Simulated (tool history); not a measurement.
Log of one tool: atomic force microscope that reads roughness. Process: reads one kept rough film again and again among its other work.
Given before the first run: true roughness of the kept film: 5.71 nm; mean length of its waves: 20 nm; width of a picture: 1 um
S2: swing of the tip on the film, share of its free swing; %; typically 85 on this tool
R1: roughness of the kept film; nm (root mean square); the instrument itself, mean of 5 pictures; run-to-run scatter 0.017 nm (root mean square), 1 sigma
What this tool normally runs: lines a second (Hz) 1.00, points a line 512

{"run": 1, "hour": 0.0, "lines a second (Hz)": 1.0, "S2": 85, "points a line": 512, "R1": 2.488}
{"hour": 5.8, "done": "new tip fitted"}
{"run": 2, "hour": 5.8, "lines a second (Hz)": 1.0, "S2": 85, "points a line": 512, "R1": 4.041}
{"run": 3, "hour": 10.9, "lines a second (Hz)": 1.48, "S2": 85, "points a line": 512, "R1": 3.662}
{"run": 4, "hour": 15.9, "lines a second (Hz)": 1.48, "S2": 85, "points a line": 512, "R1": 3.402}
{"run": 5, "hour": 25.5, "lines a second (Hz)": 1.48, "S2": 85, "points a line": 512, "R1": 3.014}
{"run": 6, "hour": 32.8, "lines a second (Hz)": 2.04, "S2": 85, "points a line": 512, "R1": 2.675}
{"run": 7, "hour": 37.8, "lines a second (Hz)": 1.0, "S2": 85, "points a line": 512, "R1": 2.753}
{"run": 8, "hour": 44.7, "lines a second (Hz)": 1.0, "S2": 85, "points a line": 512, "R1": 2.543}
{"run": 9, "hour": 54.3, "lines a second (Hz)": 1.0, "S2": 85, "points a line": 512, "R1": 2.345}
{"hour": 56.1, "done": "new tip fitted"}
{"run": 10, "hour": 63.2, "lines a second (Hz)": 1.0, "S2": 85, "points a line": 512, "R1": 3.703}
{"run": 11, "hour": 68.9, "lines a second (Hz)": 1.0, "S2": 85, "points a line": 512, "R1": 3.449}
{"run": 12, "hour": 78.2, "lines a second (Hz)": 1.0, "S2": 85, "points a line": 512, "R1": 3.089}
{"run": 13, "hour": 86.9, "lines a second (Hz)": 1.0, "S2": 85, "points a line": 512, "R1": 2.812}
{"run": 14, "hour": 95.4, "lines a second (Hz)": 1.0, "S2": 85, "points a line": 512, "R1": 2.588}
{"run": 15, "hour": 104.2, "lines a second (Hz)": 1.0, "S2": 85, "points a line": 512, "R1": 2.437}
{"hour": 106.2, "done": "new tip fitted"}
{"run": 16, "hour": 112.5, "lines a second (Hz)": 1.0, "S2": 85, "points a line": 512, "R1": 3.74}
{"run": 17, "hour": 119.2, "lines a second (Hz)": 1.0, "S2": 60, "points a line": 512, "R1": 3.624}
{"run": 18, "hour": 126.2, "lines a second (Hz)": 1.0, "S2": 60, "points a line": 512, "R1": 3.397}
{"run": 19, "hour": 133.5, "lines a second (Hz)": 1.0, "S2": 85, "points a line": 512, "R1": 2.953}
{"run": 20, "hour": 138.2, "lines a second (Hz)": 1.0, "S2": 85, "points a line": 512, "R1": 2.814}
{"run": 21, "hour": 146.3, "lines a second (Hz)": 0.81, "S2": 85, "points a line": 512, "R1": 2.639}
{"run": 22, "hour": 154.5, "lines a second (Hz)": 0.84, "S2": 82, "points a line": 494, "R1": 2.467}
{"hour": 155.9, "done": "new tip fitted"}
{"run": 23, "hour": 160.1, "lines a second (Hz)": 2.68, "S2": 82, "points a line": 296, "R1": 3.496}
{"run": 24, "hour": 169.6, "lines a second (Hz)": 1.0, "S2": 85, "points a line": 259, "R1": 3.356}
{"run": 25, "hour": 176.2, "lines a second (Hz)": 0.83, "S2": 64, "points a line": 507, "R1": 3.38}
{"run": 26, "hour": 181.9, "lines a second (Hz)": 0.83, "S2": 64, "points a line": 507, "R1": 3.203}
{"run": 27, "hour": 186.1, "lines a second (Hz)": 0.91, "S2": 72, "points a line": 512, "R1": 3.05}
{"run": 28, "hour": 191.8, "lines a second (Hz)": 1.0, "S2": 85, "points a line": 339, "R1": 2.698}
{"run": 29, "hour": 196.0, "lines a second (Hz)": 2.45, "S2": 58, "points a line": 814, "R1": 2.725}
{"run": 30, "hour": 202.0, "lines a second (Hz)": 1.0, "S2": 68, "points a line": 532, "R1": 2.612}
{"hour": 206.0, "done": "new tip fitted"}
{"run": 31, "hour": 209.9, "lines a second (Hz)": 1.0, "S2": 68, "points a line": 532, "R1": 4.071}
{"run": 32, "hour": 216.1, "lines a second (Hz)": 2.71, "S2": 88, "points a line": 532, "R1": 3.183}
{"run": 33, "hour": 222.4, "lines a second (Hz)": 2.71, "S2": 88, "points a line": 532, "R1": 2.93}
{"run": 34, "hour": 231.0, "lines a second (Hz)": 2.59, "S2": 88, "points a line": 532, "R1": 2.67}
{"run": 35, "hour": 240.4, "lines a second (Hz)": 2.59, "S2": 88, "points a line": 532, "R1": 2.43}
{"run": 36, "hour": 246.9, "lines a second (Hz)": 2.59, "S2": 88, "points a line": 532, "R1": 2.284}
{"run": 37, "hour": 251.6, "lines a second (Hz)": 3.26, "S2": 66, "points a line": 754, "R1": 2.472}
{"hour": 256.5, "done": "new tip fitted"}
{"run": 38, "hour": 261.4, "lines a second (Hz)": 3.26, "S2": 66, "points a line": 754, "R1": 3.79}
{"run": 39, "hour": 269.2, "lines a second (Hz)": 3.26, "S2": 66, "points a line": 754, "R1": 3.428}
{"run": 40, "hour": 273.9, "lines a second (Hz)": 3.26, "S2": 66, "points a line": 754, "R1": 3.249}
{"run": 41, "hour": 279.1, "lines a second (Hz)": 0.61, "S2": 88, "points a line": 555, "R1": 3.151}

Forecast each of these 5 alternatives for the next run:
{"run": "A", "hour": 288.8, "lines a second (Hz)": 1.0, "S2": 75, "points a line": 837, "R1": "?"}
{"run": "B", "hour": 288.8, "lines a second (Hz)": 1.0, "S2": 76, "points a line": 512, "R1": "?"}
{"run": "C", "hour": 288.8, "lines a second (Hz)": 0.82, "S2": 85, "points a line": 512, "R1": "?"}
{"run": "D", "hour": 288.8, "lines a second (Hz)": 1.0, "S2": 72, "points a line": 288, "R1": "?"}
{"run": "E", "hour": 288.8, "lines a second (Hz)": 1.45, "S2": 65, "points a line": 787, "R1": "?"}

run=A R1=2.876
run=B R1=2.874
run=C R1=2.814
run=D R1=2.834
run=E R1=2.904
Without the tool's unlogged condition, the same runs would have read:
run=A R1=4.254
run=B R1=4.250
run=C R1=4.163
run=D R1=4.189
run=E R1=4.294
